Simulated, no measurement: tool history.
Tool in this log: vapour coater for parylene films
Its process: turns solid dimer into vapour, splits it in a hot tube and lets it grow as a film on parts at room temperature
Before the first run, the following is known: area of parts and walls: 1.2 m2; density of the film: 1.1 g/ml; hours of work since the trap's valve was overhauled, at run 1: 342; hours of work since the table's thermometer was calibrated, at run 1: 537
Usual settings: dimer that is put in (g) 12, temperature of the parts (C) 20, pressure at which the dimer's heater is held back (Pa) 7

run     day  dimer that is put in (g)  temperature of the parts (C)  pressure at which the dimer's heater is held back (Pa)  hours of work since the trap's valve was overhauled  hours of work since the table's thermometer was calibrated  thickness of the film (µm)
  1       0                        12                            20                                                       7                                                  342                                                         537                        3.69
  2   1.733                        12                            20                                                       7                                                  363                                                         558                        3.74
  3   2.708                        12                            20                                                       7                                                  375                                                         570                        3.71
  4   3.671                        12                            20                                                       7                                                  387                                                         582                        3.74
  5     4.7                         6                            20                                                       7                                                  400                                                         595                        1.85
  6   6.808                        12                            20                                                    2.22                                                  425                                                         620                        4.13
  7   8.733                        12                            20                                                    9.15                                                  449                                                         644                        3.55
  8  10.112                        14                            20                                                       7                                                  466                                                         661                        4.24
  9  11.633                        13                            20                                                       7                                                  484                                                         679                        3.96
 10  13.925                        13                            20                                                       7                                                  512                                                         707                        3.96
 11  15.283                        12                            20                                                       7                                                  529                                                         724                        3.55
 12  16.317                        12                            20                                                    9.92                                                  541                                                         736                        3.42
 13  17.408                        12                            28                                                       7                                                  555                                                         750                        2.62
 14  19.379                        12                            28                                                       7                                                  579                                                         774                        2.58
 15  20.504                        12                            28                                                       7                                                  592                                                         787                        2.62
 16  22.554                         7                            26                                                       7                                                  617                                                         812                        1.61
     23.146  -- trap's valve overhauled
 17  23.929                        12                            20                                                    5.45                                                   10                                                         827                        4.02
 18   25.25                        16                            24                                                       2                                                   26                                                         843                        5.03
 19  26.383                        12                            19                                                     5.3                                                   39                                                         857                         4.2
 20   28.15                        12                            19                                                     5.3                                                   61                                                         879                        4.16
 21  29.979                        12                            19                                                     5.3                                                   83                                                         901                        4.14
 22  32.208                        12                            32                                                    7.32                                                  111                                                         928                        2.46
 23  33.712                        12                            32                                                    7.32                                                  129                                                         947                         2.4
 24  35.671                        12                            32                                                    7.32                                                  153                                                         970                         2.4
 25  36.883                        12                            32                                                    7.32                                                  168                                                         985                        2.41
 26  38.454                        12                            32                                                    7.32                                                  187                                                        1004                        2.41
 27  39.417                        13                            25                                                       7                                                  198                                                        1016                        3.39
 28  40.658                        13                            25                                                       7                                                  214                                                        1031                        3.38

Hidden condition of the tool, last listed run before each entry between runs versus first listed run after:
Logged between run 16 and run 17: trap's valve overhauled (day 23.146)
  vapour lost through the trap's worn valve, %: 12.6 -> 0.8
  measured result minus the result with no hidden state, thickness of the film (µm): -0.27 -> -0.12
